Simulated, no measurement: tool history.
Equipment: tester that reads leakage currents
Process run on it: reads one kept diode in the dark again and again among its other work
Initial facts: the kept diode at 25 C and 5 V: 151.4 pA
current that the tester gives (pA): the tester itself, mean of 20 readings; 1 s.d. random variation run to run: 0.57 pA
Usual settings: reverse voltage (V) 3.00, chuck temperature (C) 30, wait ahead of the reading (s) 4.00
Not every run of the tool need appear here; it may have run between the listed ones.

run,hour,reverse voltage (V),chuck temperature (C),wait ahead of the reading (s),current that the tester gives (pA)
1,0.0,3.00,30,4.00,196.87
2,215.4,3.00,30,8.94,199.19
3,457.8,3.00,30,0.87,201.65
4,577.9,3.00,30,0.87,201.86
5,821.4,3.00,30,0.87,204.78
6,1086.1,3.00,30,0.87,208.12
7,1341.6,3.00,30,0.87,209.17
8,1606.6,3.00,30,0.87,211.75
9,1732.8,3.00,30,4.00,213.51
# hour 1758.8: chuck's temperature calibrated
10,1862.1,3.00,30,4.00,195.54
# hour 1988.3: tester calibrated
11,1988.3,3.00,30,4.00,196.11
12,2118.9,3.00,30,4.00,195.57
13,2256.1,3.00,30,4.00,198.40
14,2515.7,3.00,30,4.00,199.90
15,2732.5,3.00,30,4.00,201.45
16,2972.6,3.00,30,4.00,203.70
17,3125.5,3.00,30,4.57,204.90
18,3266.7,3.00,30,4.57,206.88
19,3385.0,3.00,30,1.75,208.45
# hour 3474.2: probe card cleaned and baked
20,3592.9,3.00,30,1.75,206.07
21,3861.3,3.00,42,4.00,532.91
# hour 3901.0: chuck's temperature calibrated
22,4067.3,3.00,42,4.00,494.92
23,4224.2,14.60,22,0.55,187.84
24,4378.9,14.60,58,0.55,2891.68
25,4490.3,14.60,58,0.55,2906.84
26,4743.1,10.95,47,1.59,1199.90
27,4965.0,10.95,47,1.59,1221.06
28,5076.2,6.43,30,4.04,267.87
29,5326.5,6.43,30,4.04,269.27
30,5500.2,3.00,27,1.94,160.04
31,5754.1,1.24,33,1.94,187.36
32,6001.5,2.84,50,0.41,944.33
# hour 6043.9: chuck's temperature calibrated
33,6170.6,1.88,54,4.16,1019.20
34,6283.4,1.88,54,4.16,1015.89
35,6394.7,1.88,54,4.16,1015.22
36,6511.3,1.88,54,4.16,1016.37
37,6633.0,3.00,38,4.00,375.13
38,6770.8,3.00,38,4.00,375.82
39,6949.4,1.18,30,4.00,141.14
40,7120.2,8.15,27,0.45,242.74

Branching from run 40: 3 alternative next runs. What would each branch give?
A,7362.6,12.71,24,5.26,?
B,7362.6,2.78,60,0.54,?
C,7362.6,8.15,27,0.64,?

run,current that the tester gives (pA)
A,226.08
B,1839.93
C,242.97
Without the tool's unlogged condition, the same runs would have read:
run,current that the tester gives (pA)
A,197.70
B,1749.94
C,219.50

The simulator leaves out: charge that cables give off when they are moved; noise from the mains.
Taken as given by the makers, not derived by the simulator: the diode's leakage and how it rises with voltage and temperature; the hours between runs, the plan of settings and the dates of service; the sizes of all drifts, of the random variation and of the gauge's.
